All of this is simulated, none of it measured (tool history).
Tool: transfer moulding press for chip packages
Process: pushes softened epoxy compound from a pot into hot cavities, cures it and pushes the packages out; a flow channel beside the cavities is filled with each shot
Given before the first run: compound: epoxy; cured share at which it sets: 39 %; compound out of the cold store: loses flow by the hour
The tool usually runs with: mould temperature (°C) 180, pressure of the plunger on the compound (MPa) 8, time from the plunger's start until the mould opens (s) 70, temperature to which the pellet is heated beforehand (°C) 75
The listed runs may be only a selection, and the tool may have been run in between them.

run	day	mould temperature (°C)	pressure of the plunger on the compound (MPa)	time from the plunger's start until the mould opens (s)	temperature to which the pellet is heated beforehand (°C)	incoming compound's hours out of the cold store	length that the compound runs in the flow channel (mm)	greatest force on the pins that push the packages out (N)
1	0	180	8	70	75	12.1	973	971
2	0.3	180	8	70	75	11	980	994
3	0.629	180	6.77	70	75	32.3	813	985
4	0.817	180	8	53	75	27.1	906	2029
5	1.079	180	8	53	75	11.5	966	2319
6	1.425	180	8	53	75	8.7	983	2382
7	1.617	179	8	53	75	15.2	950	2476
8	1.888	179	8	53	75	31.8	884	2309
# day 2.217: cavities cleaned with cleaning compound and waxed
9	2.246	179	8	53	75	45.4	837	1085
10	2.55	180	7.38	70	75	42.7	807	608
11	2.733	180	7.38	70	75	10.5	928	726
12	2.896	180	7.38	70	75	42.3	803	734
13	3.208	180	8	70	74	17.2	935	844
14	3.562	180	8	65	75	19.9	926	1040
15	3.738	180	8	98	75	21.5	915	708
16	4.05	179	7.73	85	68	42.2	822	801
17	4.317	180	7.42	70	80	37.7	823	926
18	4.529	180	9.57	84	80	23.9	985	837
19	4.833	180	7.26	89	67	36.2	812	826
20	5.062	180	7.26	89	67	19.1	875	865
21	5.292	184	8.04	89	73	11	946	832
22	5.45	184	8.04	89	73	36	839	815
23	5.829	184	8.04	89	73	19.4	909	851
# day 6.254: cavities cleaned with cleaning compound and waxed
24	6.271	184	8.04	89	73	39.8	828	440
25	6.6	182	6.08	88	78	38.7	726	515
26	6.829	181	8	63	75	17.2	915	846
27	7.033	181	8	63	75	39.9	824	840
28	7.35	188	6.26	87	66	22.2	777	640
# day 7.471: plunger's sealing rings changed
29	7.779	188	6.26	87	66	46.2	732	673

4 ways to go on from here, each from the tool as it stands after run 29. What would each give?
A	8.017	180	7.51	70	78	35.7	?	?
B	8.017	179	8	59	75	16.8	?	?
C	8.017	176	8.16	87	77	8.8	?	?
D	8.017	187	8	66	76	41.6	?	?

run	length that the compound runs in the flow channel (mm)	greatest force on the pins that push the packages out (N)
A	866	896
B	966	1518
C	1028	800
D	849	770
The same runs, with their run-to-run variation unchanged, on a tool lacking any hidden condition would have given:
run	length that the compound runs in the flow channel (mm)	greatest force on the pins that push the packages out (N)
A	871	524
B	972	891
C	1034	469
D	854	452

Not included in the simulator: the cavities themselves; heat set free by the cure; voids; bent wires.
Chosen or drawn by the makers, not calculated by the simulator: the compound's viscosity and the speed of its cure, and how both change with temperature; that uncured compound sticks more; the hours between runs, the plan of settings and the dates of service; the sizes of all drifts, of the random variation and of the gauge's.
